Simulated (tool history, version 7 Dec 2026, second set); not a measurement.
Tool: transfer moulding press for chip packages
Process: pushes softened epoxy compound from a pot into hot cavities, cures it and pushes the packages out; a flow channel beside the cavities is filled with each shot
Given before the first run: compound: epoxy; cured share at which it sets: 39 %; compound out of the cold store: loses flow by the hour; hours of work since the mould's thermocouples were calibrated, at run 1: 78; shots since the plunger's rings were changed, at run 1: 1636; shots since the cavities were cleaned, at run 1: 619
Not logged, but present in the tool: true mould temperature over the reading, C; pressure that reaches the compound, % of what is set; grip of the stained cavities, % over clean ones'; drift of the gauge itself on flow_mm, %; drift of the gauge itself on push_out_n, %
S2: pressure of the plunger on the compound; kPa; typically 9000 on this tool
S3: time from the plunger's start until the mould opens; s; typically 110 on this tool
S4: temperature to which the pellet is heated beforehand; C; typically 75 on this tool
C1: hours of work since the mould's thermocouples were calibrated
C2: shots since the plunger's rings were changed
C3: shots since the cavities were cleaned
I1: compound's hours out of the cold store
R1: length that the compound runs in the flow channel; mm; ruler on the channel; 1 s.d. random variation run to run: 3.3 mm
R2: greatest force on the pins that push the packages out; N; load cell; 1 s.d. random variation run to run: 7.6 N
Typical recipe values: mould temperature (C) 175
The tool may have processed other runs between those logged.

Run 1, hour 0.0: usual settings; C1 78; C2 1636; C3 619; I1 27.5. Result: R1 691 mm, R2 294 N.
Run 2, hour 9.7: usual settings but S4 73 C; C1 82; C2 1708; C3 691; I1 16.3. Result: R1 716 mm, R2 313 N.
Run 3, hour 17.6: usual settings; C1 86; C2 1767; C3 750; I1 13.1. Result: R1 726 mm, R2 321 N.
Run 4, hour 22.6: usual settings; C1 88; C2 1804; C3 787; I1 18.8. Result: R1 707 mm, R2 320 N.
Run 5, hour 28.7: usual settings; C1 91; C2 1850; C3 833; I1 38.3. Result: R1 666 mm, R2 307 N.
Run 6, hour 34.2: usual settings; C1 93; C2 1891; C3 874; I1 42.3. Result: R1 665 mm, R2 319 N.
Run 7, hour 40.6: usual settings; C1 96; C2 1938; C3 921; I1 37.9. Result: R1 669 mm, R2 324 N.
Run 8, hour 51.3: usual settings; C1 101; C2 2018; C3 1001; I1 35.0. Result: R1 676 mm, R2 321 N.
Run 9, hour 57.4: usual settings; C1 103; C2 2063; C3 1046; I1 12.0. Result: R1 725 mm, R2 328 N.
Run 10, hour 63.6: usual settings; C1 106; C2 2109; C3 1092; I1 38.3. Result: R1 666 mm, R2 321 N.
Run 11, hour 73.1: usual settings; C1 110; C2 2180; C3 1163; I1 36.0. Result: R1 675 mm, R2 317 N.
At hour 77.3: cavities cleaned with cleaning compound and waxed.
Run 12, hour 84.4: usual settings; C1 115; C2 2253; C3 53; I1 24.6. Result: R1 699 mm, R2 320 N.
Run 13, hour 92.3: usual settings; C1 118; C2 2312; C3 112; I1 9.9. Result: R1 726 mm, R2 326 N.
Run 14, hour 98.3: usual settings; C1 121; C2 2357; C3 157; I1 23.1. Result: R1 697 mm, R2 328 N.
Run 15, hour 108.3: usual settings; C1 125; C2 2431; C3 231; I1 9.5. Result: R1 735 mm, R2 333 N.
Run 16, hour 117.1: usual settings but S2 10650 kPa, S3 106 s; C1 129; C2 2497; C3 297; I1 10.7. Result: R1 793 mm, R2 350 N.
Run 17, hour 127.4: usual settings but mould temperature (C) 182, S2 8510 kPa, S3 111 s, S4 78 C; C1 134; C2 2573; C3 373; I1 9.0. Result: R1 684 mm, R2 250 N.
Run 18, hour 136.7: usual settings but mould temperature (C) 173, S2 7340 kPa, S3 102 s; C1 138; C2 2642; C3 442; I1 31.8. Result: R1 619 mm, R2 426 N.
Run 19, hour 141.3: usual settings but mould temperature (C) 173, S2 7340 kPa, S3 102 s; C1 140; C2 2676; C3 476; I1 12.5. Result: R1 662 mm, R2 438 N.
Run 20, hour 146.3: usual settings but mould temperature (C) 173, S2 7340 kPa, S3 102 s; C1 142; C2 2714; C3 514; I1 46.7. Result: R1 597 mm, R2 397 N.
Run 21, hour 156.3: usual settings but mould temperature (C) 180, S2 9690 kPa, S3 130 s; C1 146; C2 2788; C3 588; I1 25.3. Result: R1 704 mm, R2 246 N.
Run 22, hour 161.4: usual settings but mould temperature (C) 180, S2 8150 kPa, S3 124 s; C1 149; C2 2827; C3 627; I1 33.0. Result: R1 628 mm, R2 246 N.
Run 23, hour 169.9: usual settings but mould temperature (C) 180, S2 8150 kPa, S3 124 s; C1 152; C2 2889; C3 689; I1 41.9. Result: R1 613 mm, R2 251 N.
Run 24, hour 177.6: usual settings but mould temperature (C) 167; C1 156; C2 2947; C3 747; I1 29.9. Result: R1 712 mm, R2 580 N.
Run 25, hour 187.0: usual settings but mould temperature (C) 170, S2 8560 kPa, S3 93 s, S4 82 C; C1 160; C2 3017; C3 817; I1 40.4. Result: R1 662 mm, R2 604 N.
Run 26, hour 195.4: usual settings but mould temperature (C) 169, S2 8380 kPa, S3 134 s, S4 67 C; C1 164; C2 3079; C3 879; I1 25.0. Result: R1 692 mm, R2 332 N.
Run 27, hour 202.1: usual settings but S3 107 s; C1 167; C2 3129; C3 929; I1 40.5. Result: R1 660 mm, R2 322 N.
Run 28, hour 210.4: usual settings but mould temperature (C) 177, S2 7290 kPa, S3 107 s; C1 170; C2 3191; C3 991; I1 40.5. Result: R1 594 mm, R2 287 N.
Run 29, hour 220.9: usual settings but S2 8330 kPa, S3 95 s; C1 175; C2 3269; C3 1069; I1 15.6. Result: R1 689 mm, R2 450 N.

Alternative continuations, all from the tool just after run 29; predict every row:
Run A, hour 230.1: usual settings but S2 8330 kPa, S3 102 s; C1 179; C2 3338; C3 1138; I1 23.2. Result: R1 ?, R2 ?.
Run B, hour 230.1: usual settings but S2 8030 kPa, S3 95 s; C1 179; C2 3338; C3 1138; I1 26.2. Result: R1 ?, R2 ?.
Run C, hour 230.1: usual settings but S3 98 s, S4 78 C; C1 179; C2 3338; C3 1138; I1 28.8. Result: R1 ?, R2 ?.

run   R1   R2
  A  670  358
  B  659  418
  C  695  378
Without the tool's unlogged condition, the same runs would have read:
run   R1   R2
  A  670  354
  B  659  414
  C  696  374

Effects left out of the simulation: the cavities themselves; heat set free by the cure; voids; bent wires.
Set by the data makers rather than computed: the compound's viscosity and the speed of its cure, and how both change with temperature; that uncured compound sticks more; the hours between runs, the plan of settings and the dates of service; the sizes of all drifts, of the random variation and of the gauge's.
